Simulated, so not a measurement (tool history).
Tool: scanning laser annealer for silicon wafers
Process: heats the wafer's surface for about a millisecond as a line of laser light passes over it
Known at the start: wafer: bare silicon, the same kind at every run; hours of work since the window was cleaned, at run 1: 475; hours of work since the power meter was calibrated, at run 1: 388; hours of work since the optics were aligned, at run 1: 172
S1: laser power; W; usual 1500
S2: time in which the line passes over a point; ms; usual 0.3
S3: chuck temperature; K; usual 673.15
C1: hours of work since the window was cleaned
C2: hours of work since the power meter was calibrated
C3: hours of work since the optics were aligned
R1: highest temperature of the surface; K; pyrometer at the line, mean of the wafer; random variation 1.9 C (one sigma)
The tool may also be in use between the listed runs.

{"run": 1, "hour": 0.0, "S1": 1500, "S2": 0.3, "S3": 673.15, "C1": 475, "C2": 388, "C3": 172, "R1": 1432.15}
{"run": 2, "hour": 35.7, "S1": 1500, "S2": 0.3, "S3": 673.15, "C1": 491, "C2": 403, "C3": 188, "R1": 1435.15}
{"run": 3, "hour": 73.8, "S1": 1500, "S2": 0.3, "S3": 673.15, "C1": 508, "C2": 420, "C3": 204, "R1": 1424.15}
{"run": 4, "hour": 100.1, "S1": 1500, "S2": 0.3, "S3": 651.15, "C1": 519, "C2": 432, "C3": 216, "R1": 1406.15}
{"run": 5, "hour": 122.1, "S1": 1500, "S2": 0.3, "S3": 673.15, "C1": 529, "C2": 442, "C3": 226, "R1": 1429.15}
{"hour": 138.0, "done": "window over the wafer cleaned"}
{"run": 6, "hour": 148.7, "S1": 1500, "S2": 0.319, "S3": 673.15, "C1": 5, "C2": 453, "C3": 237, "R1": 1507.15}
{"run": 7, "hour": 181.1, "S1": 1500, "S2": 0.3, "S3": 666.15, "C1": 19, "C2": 467, "C3": 251, "R1": 1471.15}
{"run": 8, "hour": 210.8, "S1": 1500, "S2": 0.36, "S3": 666.15, "C1": 32, "C2": 480, "C3": 264, "R1": 1558.15}
{"run": 9, "hour": 245.9, "S1": 1500, "S2": 0.36, "S3": 666.15, "C1": 48, "C2": 495, "C3": 279, "R1": 1555.15}
{"run": 10, "hour": 272.3, "S1": 1295, "S2": 0.3, "S3": 673.15, "C1": 59, "C2": 507, "C3": 291, "R1": 1356.15}
{"run": 11, "hour": 307.5, "S1": 1295, "S2": 0.3, "S3": 673.15, "C1": 75, "C2": 523, "C3": 307, "R1": 1354.15}
{"run": 12, "hour": 349.6, "S1": 1500, "S2": 0.212, "S3": 673.15, "C1": 93, "C2": 541, "C3": 325, "R1": 1329.15}
{"run": 13, "hour": 395.4, "S1": 1500, "S2": 0.212, "S3": 673.15, "C1": 114, "C2": 561, "C3": 346, "R1": 1325.15}
{"run": 14, "hour": 416.6, "S1": 1500, "S2": 0.212, "S3": 673.15, "C1": 123, "C2": 571, "C3": 355, "R1": 1324.15}
{"run": 15, "hour": 450.1, "S1": 1500, "S2": 0.212, "S3": 673.15, "C1": 138, "C2": 586, "C3": 370, "R1": 1324.15}
{"run": 16, "hour": 483.7, "S1": 1500, "S2": 0.212, "S3": 673.15, "C1": 153, "C2": 600, "C3": 385, "R1": 1320.15}
{"run": 17, "hour": 522.6, "S1": 1500, "S2": 0.24, "S3": 673.15, "C1": 170, "C2": 618, "C3": 402, "R1": 1369.15}
{"run": 18, "hour": 557.3, "S1": 1584, "S2": 0.3, "S3": 673.15, "C1": 185, "C2": 633, "C3": 417, "R1": 1511.15}
{"run": 19, "hour": 590.5, "S1": 1584, "S2": 0.3, "S3": 673.15, "C1": 200, "C2": 648, "C3": 432, "R1": 1507.15}
{"run": 20, "hour": 634.0, "S1": 1584, "S2": 0.3, "S3": 673.15, "C1": 219, "C2": 667, "C3": 451, "R1": 1508.15}
{"run": 21, "hour": 671.9, "S1": 1584, "S2": 0.259, "S3": 696.15, "C1": 236, "C2": 684, "C3": 468, "R1": 1458.15}
{"run": 22, "hour": 717.9, "S1": 1584, "S2": 0.259, "S3": 696.15, "C1": 256, "C2": 704, "C3": 488, "R1": 1458.15}
{"run": 23, "hour": 748.2, "S1": 1584, "S2": 0.259, "S3": 696.15, "C1": 269, "C2": 717, "C3": 501, "R1": 1455.15}
{"run": 24, "hour": 790.3, "S1": 1351, "S2": 0.293, "S3": 675.15, "C1": 288, "C2": 736, "C3": 520, "R1": 1357.15}
{"run": 25, "hour": 828.5, "S1": 1500, "S2": 0.35, "S3": 643.15, "C1": 305, "C2": 753, "C3": 537, "R1": 1491.15}
{"run": 26, "hour": 851.7, "S1": 1500, "S2": 0.35, "S3": 643.15, "C1": 315, "C2": 763, "C3": 547, "R1": 1488.15}

Forecast run 27:
{"run": 27, "hour": 881.4, "S1": 1618, "S2": 0.3, "S3": 673.15, "C1": 328, "C2": 776, "C3": 560, "R1": "?"}

Run 27 gave R1 1511.15 K.
Without the tool's hidden state the same run would have given R1 1548.15 K.
